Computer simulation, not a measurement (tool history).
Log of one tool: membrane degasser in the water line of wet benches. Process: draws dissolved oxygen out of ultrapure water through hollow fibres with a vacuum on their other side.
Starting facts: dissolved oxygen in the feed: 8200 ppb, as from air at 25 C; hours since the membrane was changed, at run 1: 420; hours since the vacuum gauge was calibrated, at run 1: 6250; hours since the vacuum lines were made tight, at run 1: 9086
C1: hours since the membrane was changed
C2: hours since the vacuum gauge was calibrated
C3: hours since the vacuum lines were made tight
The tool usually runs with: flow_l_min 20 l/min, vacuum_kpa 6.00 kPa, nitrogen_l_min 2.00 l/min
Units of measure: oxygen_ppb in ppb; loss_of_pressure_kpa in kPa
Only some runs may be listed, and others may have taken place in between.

{"run": 1, "hour": 0.0, "flow_l_min": 20, "vacuum_kpa": 6.0, "nitrogen_l_min": 2.0, "C1": 420, "C2": 6250, "C3": 9086, "oxygen_ppb": 178.0, "loss_of_pressure_kpa": 41.0}
{"run": 2, "hour": 74.5, "flow_l_min": 20, "vacuum_kpa": 6.0, "nitrogen_l_min": 3.33, "C1": 494, "C2": 6325, "C3": 9161, "oxygen_ppb": 148.0, "loss_of_pressure_kpa": 40.77}
{"run": 3, "hour": 190.3, "flow_l_min": 20, "vacuum_kpa": 6.0, "nitrogen_l_min": 3.33, "C1": 610, "C2": 6440, "C3": 9277, "oxygen_ppb": 148.4, "loss_of_pressure_kpa": 40.97}
{"run": 4, "hour": 299.4, "flow_l_min": 20, "vacuum_kpa": 6.0, "nitrogen_l_min": 3.33, "C1": 719, "C2": 6549, "C3": 9386, "oxygen_ppb": 147.7, "loss_of_pressure_kpa": 40.78}
{"run": 5, "hour": 360.3, "flow_l_min": 20, "vacuum_kpa": 6.0, "nitrogen_l_min": 3.33, "C1": 780, "C2": 6610, "C3": 9447, "oxygen_ppb": 147.9, "loss_of_pressure_kpa": 40.96}
{"run": 6, "hour": 412.7, "flow_l_min": 20, "vacuum_kpa": 3.94, "nitrogen_l_min": 3.33, "C1": 832, "C2": 6663, "C3": 9499, "oxygen_ppb": 120.3, "loss_of_pressure_kpa": 40.89}
{"run": 7, "hour": 518.8, "flow_l_min": 20, "vacuum_kpa": 3.94, "nitrogen_l_min": 0.98, "C1": 939, "C2": 6769, "C3": 9605, "oxygen_ppb": 157.1, "loss_of_pressure_kpa": 40.97}
{"run": 8, "hour": 579.1, "flow_l_min": 20, "vacuum_kpa": 3.94, "nitrogen_l_min": 0.8, "C1": 999, "C2": 6829, "C3": 9666, "oxygen_ppb": 163.6, "loss_of_pressure_kpa": 40.86}
{"hour": 586.3, "done": "vacuum gauge calibrated"}
{"run": 9, "hour": 631.2, "flow_l_min": 20, "vacuum_kpa": 5.67, "nitrogen_l_min": 4.82, "C1": 1050, "C2": 45, "C3": 9717, "oxygen_ppb": 133.2, "loss_of_pressure_kpa": 41.04}
{"run": 10, "hour": 683.2, "flow_l_min": 23, "vacuum_kpa": 8.46, "nitrogen_l_min": 0.94, "C1": 1102, "C2": 97, "C3": 9769, "oxygen_ppb": 457.8, "loss_of_pressure_kpa": 47.05}
{"run": 11, "hour": 775.2, "flow_l_min": 15, "vacuum_kpa": 6.22, "nitrogen_l_min": 1.12, "C1": 1194, "C2": 189, "C3": 9861, "oxygen_ppb": 145.3, "loss_of_pressure_kpa": 30.34}
{"run": 12, "hour": 884.3, "flow_l_min": 12, "vacuum_kpa": 11.21, "nitrogen_l_min": 4.62, "C1": 1304, "C2": 298, "C3": 9970, "oxygen_ppb": 70.6, "loss_of_pressure_kpa": 24.61}
{"hour": 981.8, "done": "vacuum gauge calibrated, once more"}
{"run": 13, "hour": 989.2, "flow_l_min": 12, "vacuum_kpa": 11.21, "nitrogen_l_min": 4.23, "C1": 1408, "C2": 7, "C3": 10075, "oxygen_ppb": 73.0, "loss_of_pressure_kpa": 24.39}

Same runs, no hidden state in the tool, same run-to-run variation:
Unlogged tool condition in this case: membrane still open, %; true pressure behind the membrane over the reading, kPa; air that leaks in behind the membrane, l/min; drift of the gauge itself on oxygen_ppb, %; drift of the gauge itself on loss_of_pressure_kpa, %.
run=1 oxygen_ppb=167.6
run=2 oxygen_ppb=141.1
run=3 oxygen_ppb=141.2
run=4 oxygen_ppb=140.3
run=5 oxygen_ppb=140.4
run=6 oxygen_ppb=113.3
run=7 oxygen_ppb=137.9
run=8 oxygen_ppb=141.4
run=9 oxygen_ppb=125.7
run=10 oxygen_ppb=426.2
run=11 oxygen_ppb=125.2
run=12 oxygen_ppb=63.6
run=13 oxygen_ppb=69.3
loss_of_pressure_kpa: within 0.16 kPa of the measured result in every run.
